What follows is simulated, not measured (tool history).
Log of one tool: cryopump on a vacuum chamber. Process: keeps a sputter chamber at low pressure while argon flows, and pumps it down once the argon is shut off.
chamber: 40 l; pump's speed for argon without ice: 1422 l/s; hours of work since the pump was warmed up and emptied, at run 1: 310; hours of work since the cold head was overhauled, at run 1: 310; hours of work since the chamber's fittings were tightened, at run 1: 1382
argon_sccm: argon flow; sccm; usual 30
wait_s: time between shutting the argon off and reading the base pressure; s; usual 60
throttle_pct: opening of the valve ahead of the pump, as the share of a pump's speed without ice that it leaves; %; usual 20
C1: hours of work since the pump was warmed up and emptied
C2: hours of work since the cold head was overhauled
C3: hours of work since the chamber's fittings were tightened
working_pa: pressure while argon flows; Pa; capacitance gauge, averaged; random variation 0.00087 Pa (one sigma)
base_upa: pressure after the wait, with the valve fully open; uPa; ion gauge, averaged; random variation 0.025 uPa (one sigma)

Run 1, hour 0.0: usual settings; C1 310; C2 310; C3 1382. Result: working_pa 0.1836 Pa, base_upa 1.99 uPa.
Run 2, hour 18.0: usual settings; C1 318; C2 318; C3 1390. Result: working_pa 0.1845 Pa, base_upa 1.93 uPa.
Run 3, hour 41.2: usual settings; C1 329; C2 329; C3 1400. Result: working_pa 0.1859 Pa, base_upa 1.98 uPa.
Run 4, hour 51.7: usual settings; C1 333; C2 333; C3 1405. Result: working_pa 0.1857 Pa, base_upa 1.94 uPa.
Run 5, hour 73.4: usual settings; C1 343; C2 343; C3 1414. Result: working_pa 0.1847 Pa, base_upa 2.01 uPa.
Run 6, hour 93.9: usual settings; C1 352; C2 352; C3 1423. Result: working_pa 0.1850 Pa, base_upa 1.91 uPa.
Run 7, hour 117.0: usual settings; C1 362; C2 362; C3 1433. Result: working_pa 0.1845 Pa, base_upa 1.98 uPa.
Run 8, hour 140.1: usual settings; C1 372; C2 372; C3 1444. Result: working_pa 0.1858 Pa, base_upa 1.97 uPa.
Run 9, hour 157.5: usual settings; C1 380; C2 380; C3 1451. Result: working_pa 0.1845 Pa, base_upa 2.01 uPa.
Run 10, hour 178.8: usual settings but argon_sccm 42 sccm; C1 389; C2 389; C3 1461. Result: working_pa 0.2608 Pa, base_upa 1.97 uPa.
Run 11, hour 191.4: usual settings but argon_sccm 42 sccm; C1 395; C2 395; C3 1466. Result: working_pa 0.2609 Pa, base_upa 2.06 uPa.
Run 12, hour 208.1: usual settings but argon_sccm 25 sccm; C1 402; C2 402; C3 1473. Result: working_pa 0.1558 Pa, base_upa 2.11 uPa.
Run 13, hour 229.6: usual settings; C1 411; C2 411; C3 1483. Result: working_pa 0.1866 Pa, base_upa 2.07 uPa.
Run 14, hour 247.1: usual settings; C1 419; C2 419; C3 1491. Result: working_pa 0.1859 Pa, base_upa 2.02 uPa.
Run 15, hour 263.8: usual settings but throttle_pct 36 %; C1 426; C2 426; C3 1498. Result: working_pa 0.1069 Pa, base_upa 2.13 uPa.
Run 16, hour 283.4: usual settings but throttle_pct 36 %; C1 435; C2 435; C3 1507. Result: working_pa 0.1094 Pa, base_upa 2.11 uPa.
Run 17, hour 301.5: usual settings but throttle_pct 36 %; C1 443; C2 443; C3 1515. Result: working_pa 0.1079 Pa, base_upa 2.13 uPa.
Run 18, hour 315.3: usual settings but throttle_pct 36 %; C1 449; C2 449; C3 1521. Result: working_pa 0.1087 Pa, base_upa 2.09 uPa.
Run 19, hour 334.6: usual settings but throttle_pct 19 %; C1 458; C2 458; C3 1529. Result: working_pa 0.1967 Pa, base_upa 2.14 uPa.
Run 20, hour 348.9: usual settings but throttle_pct 36 %; C1 464; C2 464; C3 1535. Result: working_pa 0.1082 Pa, base_upa 2.09 uPa.
Run 21, hour 371.4: usual settings but argon_sccm 26 sccm, throttle_pct 24 %; C1 474; C2 474; C3 1545. Result: working_pa 0.1361 Pa, base_upa 2.16 uPa.
Run 22, hour 388.6: usual settings but argon_sccm 26 sccm, throttle_pct 24 %; C1 481; C2 481; C3 1553. Result: working_pa 0.1381 Pa, base_upa 2.16 uPa.
Run 23, hour 403.0: usual settings but argon_sccm 20 sccm, wait_s 218 s, throttle_pct 18 %; C1 488; C2 488; C3 1559. Result: working_pa 0.1382 Pa, base_upa 1.60 uPa.
At hour 421.3: pump warmed up, emptied and cooled again.
Run 24, hour 427.1: usual settings but argon_sccm 25 sccm, wait_s 74 s, throttle_pct 37 %; C1 3; C2 496; C3 1568. Result: working_pa 0.0815 Pa, base_upa 1.71 uPa.
Run 25, hour 440.1: usual settings but argon_sccm 40 sccm; C1 8; C2 502; C3 1573. Result: working_pa 0.2392 Pa, base_upa 1.91 uPa.
Run 26, hour 453.2: usual settings but argon_sccm 40 sccm; C1 14; C2 508; C3 1579. Result: working_pa 0.2378 Pa, base_upa 1.93 uPa.
Run 27, hour 470.1: usual settings but argon_sccm 40 sccm; C1 21; C2 515; C3 1587. Result: working_pa 0.2398 Pa, base_upa 1.83 uPa.
At hour 477.5: leaking fittings of the chamber tightened, without venting.
Run 28, hour 487.2: usual settings but argon_sccm 52 sccm, throttle_pct 57 %; C1 28; C2 522; C3 4. Result: working_pa 0.1102 Pa, base_upa 1.03 uPa.
Run 29, hour 510.5: usual settings but argon_sccm 52 sccm, throttle_pct 57 %; C1 38; C2 532; C3 15. Result: working_pa 0.1103 Pa, base_upa 1.07 uPa.
Run 30, hour 533.5: usual settings but argon_sccm 40 sccm, wait_s 296 s, throttle_pct 38 %; C1 48; C2 542; C3 25. Result: working_pa 0.1281 Pa, base_upa 0.42 uPa.
Run 31, hour 553.2: usual settings but argon_sccm 40 sccm, wait_s 296 s, throttle_pct 38 %; C1 57; C2 551; C3 33. Result: working_pa 0.1272 Pa, base_upa 0.46 uPa.
Run 32, hour 573.1: usual settings but argon_sccm 40 sccm, wait_s 296 s, throttle_pct 38 %; C1 66; C2 559; C3 42. Result: working_pa 0.1272 Pa, base_upa 0.39 uPa.
Run 33, hour 584.2: usual settings but argon_sccm 37 sccm, wait_s 296 s, throttle_pct 40 %; C1 71; C2 564; C3 47. Result: working_pa 0.1131 Pa, base_upa 0.40 uPa.
Run 34, hour 604.9: usual settings but argon_sccm 37 sccm, wait_s 296 s, throttle_pct 40 %; C1 80; C2 574; C3 56. Result: working_pa 0.1127 Pa, base_upa 0.42 uPa.
Run 35, hour 628.3: usual settings but argon_sccm 37 sccm, wait_s 296 s, throttle_pct 40 %; C1 90; C2 584; C3 66. Result: working_pa 0.1109 Pa, base_upa 0.41 uPa.

How the hidden state differs across the entries between the runs, from the last listed run before each to the first after it:
Between runs 23 and 24: pump warmed up, emptied and cooled again (hour 421.3)
  pump's speed, % of a pump's without ice: 77.7 -> 99.3; cold plate's temperature, K: 12.42 -> 12.43; leak into the chamber, uPa l/s: 1525 -> 1531
  measured less the result without the state, working_pa: +0.0070 -> +0.0005 Pa; base_upa: +1.17 -> +0.88 uPa
Between runs 27 and 28: leaking fittings of the chamber tightened, without venting (hour 477.5)
  pump's speed, % of a pump's without ice: 98.5 -> 98.2; leak into the chamber, uPa l/s: 1544 -> 328
  measured less the result without the state, working_pa: +0.0011 -> +0.0017 Pa; base_upa: +0.88 -> +0.03 uPa

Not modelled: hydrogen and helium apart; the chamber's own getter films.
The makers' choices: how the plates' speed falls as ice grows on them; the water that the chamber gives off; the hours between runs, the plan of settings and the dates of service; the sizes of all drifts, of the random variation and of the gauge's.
